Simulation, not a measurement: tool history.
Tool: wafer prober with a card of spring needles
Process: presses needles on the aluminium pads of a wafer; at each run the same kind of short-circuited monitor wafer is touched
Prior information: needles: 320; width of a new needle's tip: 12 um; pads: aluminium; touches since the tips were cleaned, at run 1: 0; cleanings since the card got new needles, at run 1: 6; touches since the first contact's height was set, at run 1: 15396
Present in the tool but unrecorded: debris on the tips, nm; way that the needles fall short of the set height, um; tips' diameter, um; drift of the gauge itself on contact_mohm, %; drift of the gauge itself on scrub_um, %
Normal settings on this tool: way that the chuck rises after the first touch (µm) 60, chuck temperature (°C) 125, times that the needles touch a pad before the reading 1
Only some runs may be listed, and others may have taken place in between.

| run | hour | way that the chuck rises after the first touch (µm) | chuck temperature (°C) | times that the needles touch a pad before the reading | touches since the tips were cleaned | cleanings since the card got new needles | touches since the first contact's height was set | resistance of one needle with its contact and lead (mohm) | way that a needle slides on the pad (µm) |
|---|---|---|---|---|---|---|---|---|---|
| 1 | 0.0 | 60 | 125 | 1 | 0 | 6 | 15396 | 163 | 12.92 |
|  | 16.2 | tips cleaned on abrasive film |
|  | 32.4 | tips cleaned on abrasive film |
|  | 45.4 | tips cleaned on abrasive film |
|  | 58.4 | tips cleaned on abrasive film |
|  | 71.4 | tips cleaned on abrasive film |
|  | 87.6 | tips cleaned on abrasive film |
| 2 | 91.9 | 46 | 125 | 1 | 740 | 12 | 30896 | 172 | 9.66 |
|  | 101.7 | tips cleaned on abrasive film |
|  | 117.9 | tips cleaned on abrasive film |
|  | 134.1 | tips cleaned on abrasive film |
|  | 147.1 | tips cleaned on abrasive film |
| 3 | 157.6 | 60 | 125 | 1 | 1779 | 16 | 41969 | 173 | 12.94 |
|  | 160.9 | tips cleaned on abrasive film |
|  | 177.1 | tips cleaned on abrasive film |
|  | 190.1 | tips cleaned on abrasive film |
|  | 206.3 | tips cleaned on abrasive film |
|  | 222.5 | tips cleaned on abrasive film |
|  | 235.5 | tips cleaned on abrasive film |
| 4 | 241.2 | 60 | 125 | 1 | 969 | 22 | 56057 | 169 | 12.71 |
|  | 251.0 | tips cleaned on abrasive film |
|  | 267.2 | tips cleaned on abrasive film |
|  | 280.2 | tips cleaned on abrasive film |
|  | 296.4 | tips cleaned on abrasive film |
|  | 309.4 | tips cleaned on abrasive film |
| 5 | 315.0 | 60 | 125 | 1 | 960 | 27 | 68497 | 167 | 12.81 |
|  | 324.8 | tips cleaned on abrasive film |
|  | 341.0 | tips cleaned on abrasive film |
|  | 354.0 | tips cleaned on abrasive film |
| 6 | 362.8 | 60 | 125 | 1 | 1498 | 30 | 76556 | 169 | 12.58 |
|  | 369.4 | tips cleaned on abrasive film |
|  | 385.6 | tips cleaned on abrasive film |
|  | 401.8 | tips cleaned on abrasive film |
|  | 414.8 | tips cleaned on abrasive film |
| 7 | 423.8 | 60 | 125 | 1 | 1536 | 34 | 86838 | 171 | 12.63 |
|  | 430.4 | tips cleaned on abrasive film |
|  | 446.6 | tips cleaned on abrasive film |
|  | 462.8 | tips cleaned on abrasive film |
| 8 | 470.3 | 60 | 125 | 1 | 1274 | 37 | 94672 | 169 | 12.62 |
|  | 476.8 | tips cleaned on abrasive film |
|  | 493.0 | tips cleaned on abrasive film |
|  | 506.0 | tips cleaned on abrasive film |
| 9 | 517.0 | 50 | 125 | 1 | 1867 | 40 | 102551 | 178 | 10.27 |
|  | 520.3 | tips cleaned on abrasive film |
|  | 536.5 | tips cleaned on abrasive film |
|  | 552.7 | tips cleaned on abrasive film |
|  | 565.7 | tips cleaned on abrasive film |
| 10 | 569.9 | 50 | 125 | 1 | 707 | 44 | 111457 | 169 | 10.18 |
|  | 579.6 | tips cleaned on abrasive film |
|  | 592.6 | tips cleaned on abrasive film |
|  | 605.6 | tips cleaned on abrasive film |
| 11 | 608.9 | 49 | 125 | 1 | 563 | 47 | 118033 | 168 | 10.02 |
|  | 621.8 | tips cleaned on abrasive film |
|  | 638.0 | tips cleaned on abrasive film |
|  | 654.2 | tips cleaned on abrasive film |
|  | 670.4 | tips cleaned on abrasive film |
| 12 | 678.3 | 60 | 125 | 1 | 1339 | 51 | 129740 | 169 | 12.29 |
|  | 684.9 | tips cleaned on abrasive film |
|  | 697.9 | tips cleaned on abrasive film |
|  | 714.1 | tips cleaned on abrasive film |
|  | 730.3 | tips cleaned on abrasive film |
|  | 746.5 | tips cleaned on abrasive film |
| 13 | 752.9 | 50 | 125 | 1 | 1086 | 56 | 142307 | 174 | 10.03 |
|  | 762.6 | tips cleaned on abrasive film |
|  | 775.6 | tips cleaned on abrasive film |
|  | 788.6 | tips cleaned on abrasive film |
|  | 804.8 | tips cleaned on abrasive film |
|  | 821.0 | tips cleaned on abrasive film |
| 14 | 821.0 | 50 | 125 | 1 | 0 | 61 | 153772 | 163 | 10.00 |
|  | 837.2 | tips cleaned on abrasive film |
|  | 850.1 | tips cleaned on abrasive film |
|  | 866.3 | tips cleaned on abrasive film |
|  | 882.6 | tips cleaned on abrasive film |
|  | 895.5 | tips cleaned on abrasive film |
| 15 | 896.7 | 50 | 125 | 1 | 203 | 66 | 166548 | 166 | 9.85 |
|  | 909.7 | tips cleaned on abrasive film |
|  | 925.9 | tips cleaned on abrasive film |
|  | 942.1 | tips cleaned on abrasive film |
|  | 958.4 | tips cleaned on abrasive film |
|  | 974.6 | tips cleaned on abrasive film |
| 16 | 984.5 | 60 | 125 | 2 | 1690 | 71 | 181359 | 168 | 11.69 |
|  | 987.9 | tips cleaned on abrasive film |
|  | 1004.1 | tips cleaned on abrasive film |
|  | 1020.3 | tips cleaned on abrasive film |
|  | 1033.3 | tips cleaned on abrasive film |
|  | 1049.5 | tips cleaned on abrasive film |
|  | 1062.5 | tips cleaned on abrasive film |
| 17 | 1073.5 | 60 | 125 | 2 | 1876 | 77 | 196358 | 170 | 11.88 |
|  | 1076.8 | tips cleaned on abrasive film |
|  | 1093.0 | tips cleaned on abrasive film |
|  | 1109.2 | tips cleaned on abrasive film |
|  | 1122.2 | tips cleaned on abrasive film |
| 18 | 1126.1 | 64 | 82 | 2 | 649 | 81 | 205207 | 155 | 12.76 |
|  | 1129.6 | height of the first contact set anew |
|  | 1136.1 | tips cleaned on abrasive film |
|  | 1152.3 | tips cleaned on abrasive film |
|  | 1168.6 | tips cleaned on abrasive film |
|  | 1181.5 | tips cleaned on abrasive film |
|  | 1194.5 | tips cleaned on abrasive film |
| 19 | 1207.1 | 64 | 82 | 2 | 2129 | 86 | 13062 | 164 | 11.71 |
|  | 1210.4 | tips cleaned on abrasive film |
|  | 1226.6 | tips cleaned on abrasive film |
|  | 1239.6 | tips cleaned on abrasive film |
| 20 | 1250.8 | 60 | 51 | 1 | 1908 | 89 | 20437 | 171 | 10.86 |
|  | 1254.2 | tips cleaned on abrasive film |
|  | 1267.1 | tips cleaned on abrasive film |
|  | 1283.4 | tips cleaned on abrasive film |
|  | 1299.6 | tips cleaned on abrasive film |
| 21 | 1300.2 | 53 | 31 | 2 | 111 | 93 | 28748 | 150 | 9.25 |
|  | 1313.2 | tips cleaned on abrasive film |
|  | 1329.4 | tips cleaned on abrasive film |
|  | 1345.6 | tips cleaned on abrasive film |
|  | 1361.8 | tips cleaned on abrasive film |
|  | 1374.8 | tips cleaned on abrasive film |
| 22 | 1382.1 | 60 | 125 | 1 | 1238 | 98 | 42556 | 174 | 10.59 |
|  | 1388.6 | tips cleaned on abrasive film |
|  | 1404.8 | tips cleaned on abrasive film |
|  | 1421.0 | tips cleaned on abrasive film |
|  | 1434.0 | tips cleaned on abrasive film |
|  | 1450.2 | tips cleaned on abrasive film |
| 23 | 1451.3 | 41 | 125 | 2 | 177 | 103 | 54213 | 174 | 6.41 |
|  | 1464.2 | tips cleaned on abrasive film |
|  | 1480.5 | tips cleaned on abrasive film |
|  | 1493.4 | tips cleaned on abrasive film |
|  | 1509.6 | tips cleaned on abrasive film |
|  | 1522.6 | tips cleaned on abrasive film |
|  | 1538.8 | tips cleaned on abrasive film |
| 24 | 1541.0 | 53 | 125 | 2 | 367 | 109 | 69337 | 169 | 8.77 |
|  | 1554.0 | tips cleaned on abrasive film |
|  | 1570.4 | height of the first contact set anew, once more |
|  | 1570.5 | tips cleaned on abrasive film |
| 25 | 1581.4 | 45 | 30 | 2 | 1846 | 111 | 1846 | 164 | 9.73 |

4 ways to go on from here, each from the tool as it stands after run 25. What would each give?
|  | 1584.7 | tips cleaned on abrasive film |
|  | 1600.9 | tips cleaned on abrasive film |
|  | 1613.9 | tips cleaned on abrasive film |
|  | 1630.1 | tips cleaned on abrasive film |
| A | 1635.3 | 68 | 29 | 2 | 880 | 115 | 10926 | ? | ? |
|  | 1584.7 | tips cleaned on abrasive film |
|  | 1600.9 | tips cleaned on abrasive film |
|  | 1613.9 | tips cleaned on abrasive film |
|  | 1630.1 | tips cleaned on abrasive film |
| B | 1635.3 | 63 | 30 | 2 | 880 | 115 | 10926 | ? | ? |
|  | 1584.7 | tips cleaned on abrasive film |
|  | 1600.9 | tips cleaned on abrasive film |
|  | 1613.9 | tips cleaned on abrasive film |
|  | 1630.1 | tips cleaned on abrasive film |
| C | 1635.3 | 76 | 125 | 1 | 880 | 115 | 10926 | ? | ? |
|  | 1584.7 | tips cleaned on abrasive film |
|  | 1600.9 | tips cleaned on abrasive film |
|  | 1613.9 | tips cleaned on abrasive film |
|  | 1630.1 | tips cleaned on abrasive film |
| D | 1635.3 | 67 | 102 | 2 | 880 | 115 | 10926 | ? | ? |

| run | resistance of one needle with its contact and lead (mohm) | way that a needle slides on the pad (µm) |
|---|---|---|
| A | 148 | 14.68 |
| B | 149 | 13.56 |
| C | 163 | 16.55 |
| D | 160 | 14.42 |
With no hidden state in the tool, these same runs would have given:
| run | resistance of one needle with its contact and lead (mohm) | way that a needle slides on the pad (µm) |
|---|---|---|
| A | 143 | 14.76 |
| B | 143 | 13.64 |
| C | 157 | 16.63 |
| D | 157 | 14.50 |
